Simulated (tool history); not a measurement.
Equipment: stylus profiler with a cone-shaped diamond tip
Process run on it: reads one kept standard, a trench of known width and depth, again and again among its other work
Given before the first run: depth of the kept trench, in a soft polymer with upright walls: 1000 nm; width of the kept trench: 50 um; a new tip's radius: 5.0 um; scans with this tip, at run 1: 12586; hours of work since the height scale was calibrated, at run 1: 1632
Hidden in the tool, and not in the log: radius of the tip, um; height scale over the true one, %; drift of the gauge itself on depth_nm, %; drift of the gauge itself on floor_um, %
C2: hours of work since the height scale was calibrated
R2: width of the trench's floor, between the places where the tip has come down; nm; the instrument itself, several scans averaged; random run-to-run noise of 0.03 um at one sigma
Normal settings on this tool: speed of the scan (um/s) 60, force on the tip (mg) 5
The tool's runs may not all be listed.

Run 1, hour 0: usual settings; scans with this tip 12586; C2 1632. Result: depth of the trench (Å) 10050, R2 41250 nm.
Run 2, hour 87.9: usual settings; scans with this tip 12958; C2 1680. Result: depth of the trench (Å) 10049.1, R2 41190 nm.
Run 3, hour 133.7: usual settings; scans with this tip 13151; C2 1705. Result: depth of the trench (Å) 10051.1, R2 41170 nm.
At hour 224.6: height scale calibrated on a step standard.
Run 4, hour 237.2: usual settings but force on the tip (mg) 6.43; scans with this tip 13587; C2 7. Result: depth of the trench (Å) 10114.5, R2 41140 nm.
Run 5, hour 319.5: usual settings but force on the tip (mg) 6.43; scans with this tip 13935; C2 52. Result: depth of the trench (Å) 10107.6, R2 41080 nm.
Run 6, hour 406.3: usual settings but speed of the scan (um/s) 87; scans with this tip 14301; C2 100. Result: depth of the trench (Å) 10092.1, R2 40940 nm.
Run 7, hour 474.5: usual settings but speed of the scan (um/s) 133, force on the tip (mg) 3.24; scans with this tip 14590; C2 137. Result: depth of the trench (Å) 10069.6, R2 40690 nm.
Run 8, hour 570.9: usual settings but speed of the scan (um/s) 133, force on the tip (mg) 11.56; scans with this tip 14997; C2 190. Result: depth of the trench (Å) 10160.7, R2 40840 nm.

Run 9 comes next. What will it give?
Run 9, hour 634.8: usual settings but speed of the scan (um/s) 117, force on the tip (mg) 1.78; scans with this tip 15267; C2 225. Result: depth of the trench (Å) ?, R2 ?.

depth of the trench (Å): 10042
R2: 40520 nm
With no hidden state in the tool, this same run would have given depth of the trench (Å) 10042.6, R2 43580 nm.
